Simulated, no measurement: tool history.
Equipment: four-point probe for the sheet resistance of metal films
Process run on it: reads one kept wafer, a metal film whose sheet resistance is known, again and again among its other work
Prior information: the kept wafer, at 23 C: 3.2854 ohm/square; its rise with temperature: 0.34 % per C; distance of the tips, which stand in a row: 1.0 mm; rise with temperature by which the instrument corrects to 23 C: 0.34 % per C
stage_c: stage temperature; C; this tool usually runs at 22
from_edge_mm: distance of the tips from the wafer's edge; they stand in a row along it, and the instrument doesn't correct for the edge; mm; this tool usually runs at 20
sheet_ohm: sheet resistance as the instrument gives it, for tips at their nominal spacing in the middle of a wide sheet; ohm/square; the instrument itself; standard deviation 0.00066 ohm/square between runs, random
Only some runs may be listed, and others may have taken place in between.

run,hour,stage_c,from_edge_mm,sheet_ohm
1,0,22,20,3.303999
2,30,22,20,3.305033
3,63.7,32,20,3.303071
4,116.2,22,9,3.321402
5,144.6,25,9,3.320475
6,194.8,25,9,3.321446
7,226.1,22,20,3.30273
8,272,22,37,3.300564
9,320.4,22,37,3.29955
10,363.8,26,18,3.303601
11,413.6,26,18,3.303006
12,442.1,22,36,3.299984
13,471.8,22,36,3.297882
14,512.8,22,6,3.347043
15,566.5,20,6,3.346538
16,592.2,20,6,3.34486
17,622.5,20,6,3.346077
18,671.2,22,31,3.300354

The same runs without the tool's hidden state, with the same run-to-run variation:
The hidden state here: inner tips' distance over the nominal, %; tips' flats over new ones', %; wafer's true temperature over the reading, C; drift of the gauge itself on sheet_ohm, %.
run,sheet_ohm
1,3.289452
2,3.290615
3,3.288746
4,3.307277
5,3.30646
6,3.307629
7,3.289142
8,3.287181
9,3.286377
10,3.290572
11,3.290178
12,3.287314
13,3.285348
14,3.334504
15,3.334245
16,3.33268
17,3.334024
18,3.288631
